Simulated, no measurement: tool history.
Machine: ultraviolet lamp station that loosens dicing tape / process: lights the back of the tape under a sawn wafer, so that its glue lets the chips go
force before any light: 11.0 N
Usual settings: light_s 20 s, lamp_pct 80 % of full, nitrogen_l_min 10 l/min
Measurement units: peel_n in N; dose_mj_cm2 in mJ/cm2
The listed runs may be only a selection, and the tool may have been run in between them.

run  hour  light_s  lamp_pct  nitrogen_l_min  peel_n  dose_mj_cm2
  1     0       20        80              10   0.542          497
  2   4.4       20        80              10   0.547          493
  3  10.5       20        80              10   0.536          498
  4    18       20        80              10   0.547          495
  5  26.4       20        64              10   0.935          394
  6  32.2       20        80              10   0.546          495
  7  37.4       20        71              10   0.756          444
  8  43.3       20        71              10   0.759          440
  9  50.7       20        71              10   0.753          434
 10  58.6       20        71              10   0.735          439
     59.8  -- window cleaned of glue's vapour
 11  67.3       20        71              10   0.752          436
 12  75.9       20        74              17   0.379          456
 13  82.7       20        74              17   0.395          457
 14  91.7       13        80              18   0.914          323

5 ways to go on from here, each from the tool as it stands after run 14. What would each give?
  A  100.3       20        84              10       ?            ?
  B  100.3       13        80               8       ?            ?
  C  100.3       13        85               6       ?            ?
  D  100.3       16        65              10       ?            ?
  E  100.3       13        80               6       ?            ?

run  peel_n  dose_mj_cm2
  A   0.478          527
  B   1.762          326
  C   2.025          341
  D   1.408          318
  E   2.177          321
Without the tool's hidden state the same runs would have given:
run  peel_n  dose_mj_cm2
  A   0.478          527
  B   1.762          326
  C   2.024          341
  D   1.407          318
  E   2.176          321

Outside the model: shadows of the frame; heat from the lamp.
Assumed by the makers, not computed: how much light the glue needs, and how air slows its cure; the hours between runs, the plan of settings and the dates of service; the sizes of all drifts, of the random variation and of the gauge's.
